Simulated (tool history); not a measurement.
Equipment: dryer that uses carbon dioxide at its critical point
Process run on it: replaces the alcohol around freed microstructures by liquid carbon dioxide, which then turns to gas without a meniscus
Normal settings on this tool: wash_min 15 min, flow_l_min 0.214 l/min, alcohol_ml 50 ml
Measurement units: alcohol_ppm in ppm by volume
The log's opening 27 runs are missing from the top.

run 28 day=11.954 | wash_min=17 flow_l_min=0.135 alcohol_ml=54 | alcohol_ppm=3918
run 29 day=12.558 | wash_min=13 flow_l_min=0.314 alcohol_ml=94 | alcohol_ppm=488
run 30 day=13.050 | wash_min=10 flow_l_min=0.307 alcohol_ml=84 | alcohol_ppm=1943
run 31 day=13.338 | wash_min=12 flow_l_min=0.288 alcohol_ml=82 | alcohol_ppm=1082
run 32 day=13.642 | wash_min=11 flow_l_min=0.179 alcohol_ml=29 | alcohol_ppm=3555
run 33 day=14.238 | wash_min=9 flow_l_min=0.200 alcohol_ml=50 | alcohol_ppm=7314
run 34 day=14.500 | wash_min=9 flow_l_min=0.314 alcohol_ml=58 | alcohol_ppm=1986
run 35 day=14.808 | wash_min=13 flow_l_min=0.184 alcohol_ml=44 | alcohol_ppm=2831
run 36 day=15.279 | wash_min=18 flow_l_min=0.149 alcohol_ml=61 | alcohol_ppm=2692
-- day=15.462 inlet filter changed
run 37 day=15.808 | wash_min=17 flow_l_min=0.149 alcohol_ml=60 | alcohol_ppm=2632
run 38 day=16.346 | wash_min=23 flow_l_min=0.294 alcohol_ml=50 | alcohol_ppm=19
run 39 day=16.738 | wash_min=18 flow_l_min=0.214 alcohol_ml=99 | alcohol_ppm=559
run 40 day=17.221 | wash_min=18 flow_l_min=0.214 alcohol_ml=99 | alcohol_ppm=568
run 41 day=17.742 | wash_min=16 flow_l_min=0.322 alcohol_ml=22 | alcohol_ppm=29
run 42 day=18.054 | wash_min=15 flow_l_min=0.157 alcohol_ml=98 | alcohol_ppm=5701
run 43 day=18.592 | wash_min=15 flow_l_min=0.157 alcohol_ml=98 | alcohol_ppm=5707
run 44 day=19.142 | wash_min=10 flow_l_min=0.141 alcohol_ml=69 | alcohol_ppm=16629
run 45 day=19.625 | wash_min=10 flow_l_min=0.141 alcohol_ml=69 | alcohol_ppm=16969
run 46 day=20.033 | wash_min=12 flow_l_min=0.141 alcohol_ml=69 | alcohol_ppm=11051
run 47 day=20.383 | wash_min=15 flow_l_min=0.283 alcohol_ml=41 | alcohol_ppm=149

Branching from run 47: 4 alternative next runs. What would each branch give?
run A day=20.671 | wash_min=15 flow_l_min=0.245 alcohol_ml=117 | alcohol_ppm=?
run B day=20.671 | wash_min=15 flow_l_min=0.149 alcohol_ml=41 | alcohol_ppm=?
run C day=20.671 | wash_min=16 flow_l_min=0.283 alcohol_ml=24 | alcohol_ppm=?
run D day=20.671 | wash_min=15 flow_l_min=0.214 alcohol_ml=76 | alcohol_ppm=?

run=A alcohol_ppm=934
run=B alcohol_ppm=2992
run=C alcohol_ppm=76
run=D alcohol_ppm=1247
Without the tool's unlogged condition, the same runs would have read:
run=A alcohol_ppm=794
run=B alcohol_ppm=2730
run=C alcohol_ppm=51
run=D alcohol_ppm=1087
